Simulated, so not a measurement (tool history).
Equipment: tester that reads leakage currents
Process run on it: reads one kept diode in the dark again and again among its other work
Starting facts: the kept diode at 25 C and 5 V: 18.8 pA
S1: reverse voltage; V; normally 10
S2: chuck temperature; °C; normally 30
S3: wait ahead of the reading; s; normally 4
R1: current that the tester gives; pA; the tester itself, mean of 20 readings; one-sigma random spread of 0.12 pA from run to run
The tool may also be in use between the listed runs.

{"run": 1, "day": 0.0, "S1": 10, "S2": 30, "S3": 4, "R1": 50.68}
{"run": 2, "day": 2.025, "S1": 10, "S2": 30, "S3": 4, "R1": 50.89}
{"run": 3, "day": 4.062, "S1": 10, "S2": 30, "S3": 4, "R1": 51.16}
{"run": 4, "day": 8.742, "S1": 10, "S2": 30, "S3": 4, "R1": 51.09}
{"day": 9.117, "done": "tester calibrated"}
{"run": 5, "day": 13.129, "S1": 10, "S2": 30, "S3": 4, "R1": 51.83}
{"run": 6, "day": 17.358, "S1": 10, "S2": 30, "S3": 4, "R1": 52}
{"run": 7, "day": 20.921, "S1": 10, "S2": 30, "S3": 4, "R1": 52.35}
{"run": 8, "day": 23.954, "S1": 2.8, "S2": 30, "S3": 8.01, "R1": 27.27}
{"day": 25.754, "done": "tester calibrated, once more"}
{"run": 9, "day": 27.038, "S1": 2.8, "S2": 30, "S3": 8.01, "R1": 26.96}
{"run": 10, "day": 30.617, "S1": 1, "S2": 25, "S3": 4, "R1": 12.25}
{"run": 11, "day": 32.875, "S1": 1, "S2": 54, "S3": 0.95, "R1": 85.31}

Here are 5 independent what-if runs from the current tool condition. What would each one return?
{"run": "A", "day": 36.867, "S1": 4, "S2": 30, "S3": 1.17, "R1": "?"}
{"run": "B", "day": 36.867, "S1": 3.5, "S2": 56, "S3": 0.36, "R1": "?"}
{"run": "C", "day": 36.867, "S1": 10, "S2": 30, "S3": 0.74, "R1": "?"}
{"run": "D", "day": 36.867, "S1": 1.7, "S2": 30, "S3": 4, "R1": "?"}
{"run": "E", "day": 36.867, "S1": 11.3, "S2": 26, "S3": 4, "R1": "?"}

run=A R1=32.51
run=B R1=154.89
run=C R1=54.38
run=D R1=21.5
run=E R1=47.29
The same runs, with their run-to-run variation unchanged, on a tool lacking any hidden condition would have given:
run=A R1=26.3
run=B R1=154.33
run=C R1=37.5
run=D R1=19.22
run=E R1=27.64
